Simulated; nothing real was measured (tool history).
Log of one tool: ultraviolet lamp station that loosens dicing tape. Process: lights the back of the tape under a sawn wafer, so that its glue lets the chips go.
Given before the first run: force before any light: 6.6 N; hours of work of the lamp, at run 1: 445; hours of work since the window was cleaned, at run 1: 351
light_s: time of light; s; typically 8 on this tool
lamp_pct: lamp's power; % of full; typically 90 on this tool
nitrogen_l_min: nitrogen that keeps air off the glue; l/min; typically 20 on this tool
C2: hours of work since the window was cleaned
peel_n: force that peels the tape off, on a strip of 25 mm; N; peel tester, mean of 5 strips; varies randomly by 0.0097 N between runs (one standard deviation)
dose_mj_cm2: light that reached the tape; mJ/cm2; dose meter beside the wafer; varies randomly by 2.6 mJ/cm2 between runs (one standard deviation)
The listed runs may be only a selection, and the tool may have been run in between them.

{"run": 1, "hour": 0.0, "light_s": 8, "lamp_pct": 90, "nitrogen_l_min": 20, "hours of work of the lamp": 445, "C2": 351, "peel_n": 0.413, "dose_mj_cm2": 313}
{"run": 2, "hour": 73.9, "light_s": 6, "lamp_pct": 90, "nitrogen_l_min": 20, "hours of work of the lamp": 502, "C2": 408, "peel_n": 0.665, "dose_mj_cm2": 239}
{"run": 3, "hour": 137.0, "light_s": 6, "lamp_pct": 90, "nitrogen_l_min": 32, "hours of work of the lamp": 550, "C2": 457, "peel_n": 0.517, "dose_mj_cm2": 240}
{"hour": 200.6, "done": "window cleaned of glue's vapour"}
{"run": 4, "hour": 211.9, "light_s": 8, "lamp_pct": 90, "nitrogen_l_min": 20, "hours of work of the lamp": 608, "C2": 9, "peel_n": 0.405, "dose_mj_cm2": 320}
{"run": 5, "hour": 250.2, "light_s": 8, "lamp_pct": 90, "nitrogen_l_min": 20, "hours of work of the lamp": 637, "C2": 38, "peel_n": 0.409, "dose_mj_cm2": 319}
{"hour": 298.8, "done": "lamp changed"}
{"run": 6, "hour": 326.2, "light_s": 8, "lamp_pct": 90, "nitrogen_l_min": 20, "hours of work of the lamp": 21, "C2": 96, "peel_n": 0.414, "dose_mj_cm2": 322}
{"run": 7, "hour": 369.3, "light_s": 8, "lamp_pct": 90, "nitrogen_l_min": 20, "hours of work of the lamp": 54, "C2": 129, "peel_n": 0.419, "dose_mj_cm2": 320}
{"run": 8, "hour": 427.0, "light_s": 8, "lamp_pct": 90, "nitrogen_l_min": 20, "hours of work of the lamp": 99, "C2": 173, "peel_n": 0.409, "dose_mj_cm2": 318}
{"run": 9, "hour": 490.4, "light_s": 8, "lamp_pct": 90, "nitrogen_l_min": 20, "hours of work of the lamp": 147, "C2": 222, "peel_n": 0.427, "dose_mj_cm2": 323}
{"run": 10, "hour": 570.9, "light_s": 8, "lamp_pct": 90, "nitrogen_l_min": 8, "hours of work of the lamp": 209, "C2": 284, "peel_n": 0.76, "dose_mj_cm2": 319}
{"run": 11, "hour": 656.1, "light_s": 5, "lamp_pct": 90, "nitrogen_l_min": 20, "hours of work of the lamp": 275, "C2": 349, "peel_n": 0.901, "dose_mj_cm2": 198}
{"run": 12, "hour": 734.5, "light_s": 5, "lamp_pct": 90, "nitrogen_l_min": 20, "hours of work of the lamp": 335, "C2": 410, "peel_n": 0.925, "dose_mj_cm2": 197}
{"run": 13, "hour": 789.6, "light_s": 12, "lamp_pct": 90, "nitrogen_l_min": 20, "hours of work of the lamp": 377, "C2": 452, "peel_n": 0.272, "dose_mj_cm2": 478}
{"run": 14, "hour": 832.7, "light_s": 14, "lamp_pct": 97, "nitrogen_l_min": 15, "hours of work of the lamp": 411, "C2": 485, "peel_n": 0.248, "dose_mj_cm2": 601}
{"hour": 859.9, "done": "window cleaned of glue's vapour"}
{"run": 15, "hour": 903.1, "light_s": 14, "lamp_pct": 97, "nitrogen_l_min": 15, "hours of work of the lamp": 464, "C2": 33, "peel_n": 0.266, "dose_mj_cm2": 601}

Run 16 is up next; what results do you expect?
{"run": 16, "hour": 982.2, "light_s": 8, "lamp_pct": 84, "nitrogen_l_min": 20, "hours of work of the lamp": 525, "C2": 94, "peel_n": "?", "dose_mj_cm2": "?"}

peel_n: 0.444 N
dose_mj_cm2: 295 mJ/cm2
Without the tool's hidden state the same run would have given peel_n 0.444 N, dose_mj_cm2 295 mJ/cm2.
